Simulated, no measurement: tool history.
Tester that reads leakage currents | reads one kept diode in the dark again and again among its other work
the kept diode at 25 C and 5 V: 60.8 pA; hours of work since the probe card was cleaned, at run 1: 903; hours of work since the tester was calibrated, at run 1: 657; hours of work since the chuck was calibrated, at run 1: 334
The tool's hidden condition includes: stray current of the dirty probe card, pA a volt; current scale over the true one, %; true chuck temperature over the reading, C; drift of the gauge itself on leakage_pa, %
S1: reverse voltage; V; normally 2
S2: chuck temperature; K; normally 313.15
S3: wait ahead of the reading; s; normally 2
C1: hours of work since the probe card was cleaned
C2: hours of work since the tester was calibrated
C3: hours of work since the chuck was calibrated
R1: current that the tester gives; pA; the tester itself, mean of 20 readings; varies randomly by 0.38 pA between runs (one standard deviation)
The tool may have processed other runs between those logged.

run    hour     S1      S2    S3    C1    C2   C3      R1
  1       0      2  313.15     2   903   657  334  139.59
  2   119.4      2  313.15     2   975   728  406  142.01
  3   255.6      2  313.15   0.7  1057   810  487  146.05
  4   381.7      2  297.15     2  1133   886  563   41.03
      559.1  -- chuck's temperature calibrated
  5   559.1      2  319.15     2  1238   991    0  204.89
  6   701.7      2  319.15     2  1324  1077   86  209.74
  7   926.9      2  319.15     2  1459  1212  221  218.48
  8  1090.8      2  313.15     2  1558  1311  319   140.6
  9  1284.1      2  313.15     2  1674  1427  436  144.56
 10  1485.8      2  313.15     2  1795  1548  557  148.59
     1686.1  -- chuck's temperature calibrated
     1699.4  -- probe card cleaned and baked
 11  1699.4  11.06  299.15  1.41     0  1673    6  105.69
 12  1843.7   1.84  308.15  2.31    87  1760   93   83.71
 13  1949.4      2  296.15  1.17   150  1823  156   32.36
 14  2179.9      2  296.15  1.17   289  1962  295    33.7
 15  2310.3   1.14  324.15  7.19   367  2040  373   234.1
 16  2547.3   4.63  324.15  1.43   509  2183  516  535.55
 17  2776.1   4.63  324.15  1.43   647  2320  653  550.71
     2806.2  -- chuck's temperature calibrated
 18  2983.5   4.63  297.15  0.51   770  2443  107   60.19

Here are 3 independent what-if runs from the current tool condition. What would each one return?
  A  3134.2      2  318.15     2  861  2534  197   ?
  B  3134.2  17.07  296.15   8.4  861  2534  197   ?
  C  3134.2   4.67  331.15  5.35  861  2534  197   ?

run      R1
  A  199.88
  B  124.33
  C  837.48
With the hidden condition removed and each run's random variation left untouched, the same runs would have given:
run      R1
  A   187.4
  B  102.44
  C  790.94
